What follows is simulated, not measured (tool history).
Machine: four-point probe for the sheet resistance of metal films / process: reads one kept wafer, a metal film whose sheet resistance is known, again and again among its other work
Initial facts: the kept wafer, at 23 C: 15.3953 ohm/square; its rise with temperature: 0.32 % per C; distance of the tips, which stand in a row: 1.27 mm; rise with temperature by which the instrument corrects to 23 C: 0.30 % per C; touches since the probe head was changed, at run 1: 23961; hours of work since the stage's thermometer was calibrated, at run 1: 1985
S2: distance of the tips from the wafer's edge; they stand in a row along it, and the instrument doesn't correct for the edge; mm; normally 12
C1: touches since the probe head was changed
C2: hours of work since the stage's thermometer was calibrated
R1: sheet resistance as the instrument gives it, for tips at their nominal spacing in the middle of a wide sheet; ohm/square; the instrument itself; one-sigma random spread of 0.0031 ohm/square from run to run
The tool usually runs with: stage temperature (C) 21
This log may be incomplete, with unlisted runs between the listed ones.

run 1 hour=0 | stage_temperature_(C)=21 S2=12 | C1=23961 C2=1985 | R1=15.491519
run 2 hour=12.7 | stage_temperature_(C)=21 S2=12 | C1=24230 C2=1991 | R1=15.486983
run 3 hour=41.7 | stage_temperature_(C)=21 S2=12 | C1=24839 C2=2004 | R1=15.489658
run 4 hour=68.5 | stage_temperature_(C)=21 S2=12 | C1=25405 C2=2017 | R1=15.49325
run 5 hour=88.7 | stage_temperature_(C)=21 S2=12 | C1=25830 C2=2026 | R1=15.49602
run 6 hour=116.8 | stage_temperature_(C)=21 S2=12 | C1=26422 C2=2039 | R1=15.491905
run 7 hour=134.3 | stage_temperature_(C)=21 S2=12 | C1=26790 C2=2047 | R1=15.493394
run 8 hour=145.9 | stage_temperature_(C)=21 S2=11 | C1=27035 C2=2052 | R1=15.506227
run 9 hour=160.4 | stage_temperature_(C)=21 S2=11 | C1=27341 C2=2059 | R1=15.513149
run 10 hour=173.8 | stage_temperature_(C)=21 S2=11 | C1=27624 C2=2065 | R1=15.513648
run 11 hour=195.6 | stage_temperature_(C)=21 S2=11 | C1=28084 C2=2075 | R1=15.516925
run 12 hour=209.4 | stage_temperature_(C)=21 S2=12 | C1=28374 C2=2081 | R1=15.497416
run 13 hour=231.4 | stage_temperature_(C)=21 S2=12 | C1=28838 C2=2091 | R1=15.494961
run 14 hour=251.5 | stage_temperature_(C)=24 S2=12 | C1=29261 C2=2100 | R1=15.50039
run 15 hour=269.6 | stage_temperature_(C)=24 S2=12 | C1=29643 C2=2108 | R1=15.502359
run 16 hour=287.7 | stage_temperature_(C)=24 S2=12 | C1=30025 C2=2117 | R1=15.500751
run 17 hour=312.3 | stage_temperature_(C)=24 S2=12 | C1=30543 C2=2128 | R1=15.507588
-- hour=314.7 stage's thermometer calibrated
run 18 hour=333.8 | stage_temperature_(C)=21 S2=12 | C1=30985 C2=9 | R1=15.513144
run 19 hour=359 | stage_temperature_(C)=21 S2=12 | C1=31516 C2=20 | R1=15.516405
run 20 hour=384.4 | stage_temperature_(C)=21 S2=12 | C1=32050 C2=32 | R1=15.516625
run 21 hour=405.8 | stage_temperature_(C)=21 S2=12 | C1=32501 C2=42 | R1=15.516406
run 22 hour=422.7 | stage_temperature_(C)=21 S2=4 | C1=32858 C2=49 | R1=16.21582
run 23 hour=434.9 | stage_temperature_(C)=21 S2=4 | C1=33115 C2=55 | R1=16.21714
run 24 hour=447.1 | stage_temperature_(C)=21 S2=4 | C1=33373 C2=60 | R1=16.217529
-- hour=453.3 stage's thermometer calibrated, once more
run 25 hour=475 | stage_temperature_(C)=32 S2=43 | C1=33951 C2=10 | R1=15.40011
run 26 hour=495.1 | stage_temperature_(C)=32 S2=43 | C1=34375 C2=19 | R1=15.395954
run 27 hour=513.2 | stage_temperature_(C)=20 S2=7 | C1=34755 C2=27 | R1=15.637147
run 28 hour=536.5 | stage_temperature_(C)=28 S2=12 | C1=35246 C2=38 | R1=15.478792
run 29 hour=548.9 | stage_temperature_(C)=28 S2=47 | C1=35508 C2=44 | R1=15.388922
run 30 hour=570.1 | stage_temperature_(C)=28 S2=47 | C1=35954 C2=53 | R1=15.39468
run 31 hour=588.9 | stage_temperature_(C)=28 S2=5 | C1=36351 C2=62 | R1=15.900415
run 32 hour=602.3 | stage_temperature_(C)=28 S2=46 | C1=36633 C2=68 | R1=15.391654
run 33 hour=618.9 | stage_temperature_(C)=34 S2=53 | C1=36982 C2=76 | R1=15.400305
run 34 hour=637 | stage_temperature_(C)=34 S2=53 | C1=37365 C2=84 | R1=15.398719
run 35 hour=649 | stage_temperature_(C)=34 S2=53 | C1=37617 C2=89 | R1=15.403306
run 36 hour=676.4 | stage_temperature_(C)=25 S2=6 | C1=38195 C2=102 | R1=15.743985
run 37 hour=698.5 | stage_temperature_(C)=25 S2=18 | C1=38660 C2=112 | R1=15.423931
run 38 hour=719.9 | stage_temperature_(C)=24 S2=17 | C1=39111 C2=122 | R1=15.423375
run 39 hour=740 | stage_temperature_(C)=24 S2=9 | C1=39534 C2=131 | R1=15.549511
run 40 hour=767.4 | stage_temperature_(C)=35 S2=3 | C1=40112 C2=143 | R1=16.745145
run 41 hour=782.5 | stage_temperature_(C)=35 S2=22 | C1=40430 C2=150 | R1=15.43669
run 42 hour=800 | stage_temperature_(C)=35 S2=22 | C1=40800 C2=158 | R1=15.435989
run 43 hour=813.6 | stage_temperature_(C)=29 S2=12 | C1=41086 C2=164 | R1=15.488725
run 44 hour=836.4 | stage_temperature_(C)=29 S2=12 | C1=41567 C2=175 | R1=15.486259
run 45 hour=848.4 | stage_temperature_(C)=29 S2=12 | C1=41820 C2=180 | R1=15.488431

Selected run-to-run steps in R1, each split into two signed amounts: the part the tool would show with no hidden state at all (from settings, incoming material and random variation), and the remainder, which goes to the hidden state together with any gauge scatter not common to the measured and the hidden-state-free results:
Unlogged tool condition in this case: inner tips' distance over the nominal, %; tips' flats over new ones', %; wafer's true temperature over the reading, C; drift of the gauge itself on sheet_ohm, %.
Run 17 -> 18: stage temperature (C) 24 -> 21, stage's thermometer calibrated. R1 +0.005556 ohm/square: hidden state +0.015448, all else -0.009892.
Run 21 -> 22: S2 12 -> 4. R1 +0.699414 ohm/square: hidden state +0.002059, all else +0.697355.
Run 24 -> 25: stage temperature (C) 21 -> 32, S2 4 -> 43, stage's thermometer calibrated, once more. R1 -0.817419 ohm/square: hidden state -0.057848, all else -0.759571.
Run 39 -> 40: stage temperature (C) 24 -> 35, S2 9 -> 3. R1 +1.195634 ohm/square: hidden state -0.0002, all else +1.195834.
Run 40 -> 41: S2 3 -> 22. R1 -1.308455 ohm/square: hidden state +0.001456, all else -1.309911.
